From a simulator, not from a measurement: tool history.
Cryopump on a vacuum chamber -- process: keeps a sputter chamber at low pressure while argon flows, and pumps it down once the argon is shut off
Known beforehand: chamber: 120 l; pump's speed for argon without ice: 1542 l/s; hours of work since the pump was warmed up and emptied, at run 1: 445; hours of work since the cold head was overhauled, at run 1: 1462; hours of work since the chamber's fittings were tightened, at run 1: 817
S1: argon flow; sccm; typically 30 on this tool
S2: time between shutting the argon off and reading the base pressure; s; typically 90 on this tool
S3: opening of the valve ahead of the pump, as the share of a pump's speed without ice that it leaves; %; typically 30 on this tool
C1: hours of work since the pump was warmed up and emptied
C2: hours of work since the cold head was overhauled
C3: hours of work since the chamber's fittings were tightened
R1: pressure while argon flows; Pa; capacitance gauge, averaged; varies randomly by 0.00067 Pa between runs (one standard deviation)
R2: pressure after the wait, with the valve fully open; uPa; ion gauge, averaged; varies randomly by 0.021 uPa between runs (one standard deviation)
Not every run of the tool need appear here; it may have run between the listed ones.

run	hour	S1	S2	S3	C1	C2	C3	R1	R2
1	0	30	90	30	445	1462	817	0.1125	0.72
2	64.7	30	90	30	488	1505	860	0.1128	0.72
3	143.3	30	90	30	540	1557	912	0.1129	0.77
4	222.7	30	90	30	593	1610	965	0.1124	0.75
5	297.8	30	127	30	642	1660	1015	0.1147	0.72
6	355.8	30	91	30	681	1698	1053	0.1157	0.8
7	406	30	22	30	714	1732	1087	0.1135	1.69
8	479.3	30	90	30	763	1780	1135	0.1146	0.8
9	546.3	30	90	30	808	1825	1180	0.1145	0.86
10	626.2	30	90	17	861	1878	1233	0.1982	0.89
11	678.1	43	90	17	895	1912	1267	0.2861	0.9

Run 12 comes next. What will it give?
# hour 736.9: pump warmed up, emptied and cooled again
12	738	13	90	59	1	1949	1304	?	?

{"run 12": {"R1": 0.025, "R2": 0.79}}
Without the tool's hidden state the same run would have given R1 0.0245 Pa, R2 0.44 uPa.
